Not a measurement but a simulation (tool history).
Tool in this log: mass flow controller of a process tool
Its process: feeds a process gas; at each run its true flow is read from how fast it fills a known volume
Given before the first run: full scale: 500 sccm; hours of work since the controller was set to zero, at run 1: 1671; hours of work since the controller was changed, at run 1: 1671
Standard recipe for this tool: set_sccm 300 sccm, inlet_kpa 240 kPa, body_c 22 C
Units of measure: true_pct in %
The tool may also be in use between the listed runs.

run,hour,set_sccm,inlet_kpa,body_c,hours of work since the controller was set to zero,hours of work since the controller was changed,true_pct
1,0,300,240,22,1671,1671,97.92
2,382.5,300,240,22,1974,1974,97.59
3,799.4,300,240,22,2304,2304,97.33
4,1237.1,300,155,22,2650,2650,96.93
5,1598.9,300,155,22,2937,2937,96.94
6,1817.3,300,240,22,3110,3110,96.72
7,2160.2,300,240,22,3381,3381,96.56
8,2356,300,240,22,3536,3536,96.49
9,2581.5,300,240,22,3714,3714,96.47
10,3016.9,300,240,24,4059,4059,96.1
11,3408.8,300,240,23,4369,4369,95.78
12,3614.3,300,240,23,4532,4532,95.88
13,3895.2,52,187,23,4754,4754,88.94
14,4086.2,52,187,23,4906,4906,88.56
15,4507.8,52,187,23,5239,5239,88.01
16,4816.6,52,164,28,5484,5484,87.42
17,5061.3,356,240,22,5678,5678,95.7
18,5464.3,300,177,22,5996,5996,94.82
19,5701.5,94,171,23,6184,6184,90.39
20,5942.9,94,171,23,6375,6375,90.17
21,6382.4,94,171,23,6723,6723,89.72
22,6626,94,171,23,6916,6916,89.45
23,6991.1,94,271,23,7205,7205,89.25

4 options for the next run, each taken on its own from the tool as it stands now. Forecast them:
A,7383.9,94,146,26,7516,7516,?
B,7383.9,94,271,30,7516,7516,?
C,7383.9,89,162,22,7516,7516,?
D,7383.9,232,271,25,7516,7516,?

run,true_pct
A,88.68
B,88.6
C,88.46
D,92.85
With no hidden state in the tool, these same runs would have given:
run,true_pct
A,97.63
B,97.54
C,97.7
D,98.63
